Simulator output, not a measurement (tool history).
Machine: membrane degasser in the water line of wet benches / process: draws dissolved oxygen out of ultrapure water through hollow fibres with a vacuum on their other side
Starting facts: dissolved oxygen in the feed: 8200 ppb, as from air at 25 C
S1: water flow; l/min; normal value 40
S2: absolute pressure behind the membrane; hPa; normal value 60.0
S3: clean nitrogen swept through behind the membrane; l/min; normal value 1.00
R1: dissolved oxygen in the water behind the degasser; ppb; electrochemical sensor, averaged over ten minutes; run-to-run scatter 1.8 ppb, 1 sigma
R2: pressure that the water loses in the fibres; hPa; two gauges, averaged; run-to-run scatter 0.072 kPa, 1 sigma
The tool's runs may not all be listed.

run,hour,S1,S2,S3,R1,R2
1,0.0,40,60.0,1.00,330.5,279.6
2,95.7,40,60.0,1.03,325.3,280.9
3,252.4,40,60.0,0.41,518.8,279.6
4,408.8,40,60.0,1.65,259.8,280.8
5,517.7,40,60.0,1.65,257.6,280.7
6,613.5,40,60.0,1.65,259.0,280.2
7,726.6,40,60.0,1.00,333.4,279.8
# hour 748.2: vacuum gauge calibrated
8,932.8,34,60.0,1.27,233.5,238.9
9,1164.4,31,60.0,1.27,207.0,218.1
10,1262.6,31,60.0,1.27,205.7,218.5
11,1362.0,31,60.0,1.27,205.0,217.5
12,1539.3,31,108.5,2.51,272.7,218.1
# hour 1636.3: vacuum gauge calibrated, once more
13,1723.2,58,86.5,1.50,644.7,409.0

3 ways to go on from here, each from the tool as it stands after run 13. What would each give?
A,1945.1,58,86.5,0.62,?,?
B,1945.1,58,57.9,1.43,?,?
C,1945.1,40,60.0,0.41,?,?

run,R1,R2
A,979.3,409.1
B,461.5,407.4
C,502.8,281.4
Take away the tool's hidden state, keep each run's random variation, and the runs would have read:
run,R1,R2
A,967.1,399.8
B,442.8,398.1
C,498.2,275.0
